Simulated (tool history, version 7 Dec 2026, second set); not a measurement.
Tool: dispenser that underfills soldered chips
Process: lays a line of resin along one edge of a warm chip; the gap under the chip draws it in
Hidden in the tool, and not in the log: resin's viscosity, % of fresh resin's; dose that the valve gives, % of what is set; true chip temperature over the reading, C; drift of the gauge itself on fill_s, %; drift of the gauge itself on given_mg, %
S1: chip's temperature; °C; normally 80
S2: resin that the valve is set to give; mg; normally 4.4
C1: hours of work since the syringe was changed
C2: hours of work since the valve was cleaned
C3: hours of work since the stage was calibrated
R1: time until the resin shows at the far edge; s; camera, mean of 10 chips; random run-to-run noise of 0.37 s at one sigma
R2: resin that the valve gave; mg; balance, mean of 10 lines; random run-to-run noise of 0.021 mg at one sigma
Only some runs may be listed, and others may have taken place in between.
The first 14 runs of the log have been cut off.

run	day	S1	S2	C1	C2	C3	R1	R2
15	5.238	85	4.4	5	55	192	19.8	4.22
16	5.462	85	4.4	9	59	196	23.3	4.2
# day 5.579: new syringe of resin
17	5.888	93	4.4	6	67	204	14	4.17
# day 6.158: new syringe of resin
18	6.396	68	4.4	4	76	213	49.5	4.12
19	6.642	93	4.4	9	80	218	16.3	4.14
# day 6.721: new syringe of resin
20	6.912	93	4.4	4	85	222	13.3	4.08
21	7.175	75	4.4	8	90	227	37.9	4.09
# day 7.321: new syringe of resin
22	7.425	87	4.9	2	94	232	16	4.54
# day 7.621: dispensing valve cleaned and set on the balance
23	7.862	67	4.5	9	5	239	60.8	4.5
# day 7.946: new syringe of resin
24	8.333	71	3.7	7	13	247	46.8	3.66
# day 8.529: new syringe of resin
25	8.675	95	4.5	3	19	254	10.7	4.43
26	9.058	95	4.5	10	26	261	14.7	4.4
# day 9.108: new syringe of resin
27	9.504	95	4.5	7	34	269	13.2	4.36
# day 9.708: new syringe of resin
28	10.012	74	5.57	6	43	278	34.5	5.42
# day 10.271: new syringe of resin
29	10.496	94	4.79	4	52	287	11.8	4.59
30	10.733	81	4.61	9	56	291	27	4.39
# day 10.846: new syringe of resin
31	10.954	71	3.97	2	60	295	37.4	3.76
32	11.396	78	3.78	10	68	303	35.8	3.52
# day 11.454: new syringe of resin
33	11.883	85	5.22	8	77	312	21.5	4.87
# day 12.038: new syringe of resin
34	12.167	73	4.6	2	82	317	32.3	4.25
35	12.371	73	4.6	6	86	320	36.8	4.28

Forecast each of these 4 alternatives for the next run:
# day 12.604: new syringe of resin
A	12.792	73	4.62	3	93	328	?	?
# day 12.604: new syringe of resin
B	12.792	84	4.07	3	93	328	?	?
# day 12.604: new syringe of resin
C	12.792	95	5.3	3	93	328	?	?
# day 12.604: new syringe of resin
D	12.792	80	4.33	3	93	328	?	?

run	R1	R2
A	32.9	4.27
B	19.8	3.73
C	10.4	4.91
D	22.9	3.98
The same runs, with their run-to-run variation unchanged, on a tool lacking any hidden condition would have given:
run	R1	R2
A	31.4	4.62
B	18.7	4.04
C	9.8	5.31
D	21.7	4.31

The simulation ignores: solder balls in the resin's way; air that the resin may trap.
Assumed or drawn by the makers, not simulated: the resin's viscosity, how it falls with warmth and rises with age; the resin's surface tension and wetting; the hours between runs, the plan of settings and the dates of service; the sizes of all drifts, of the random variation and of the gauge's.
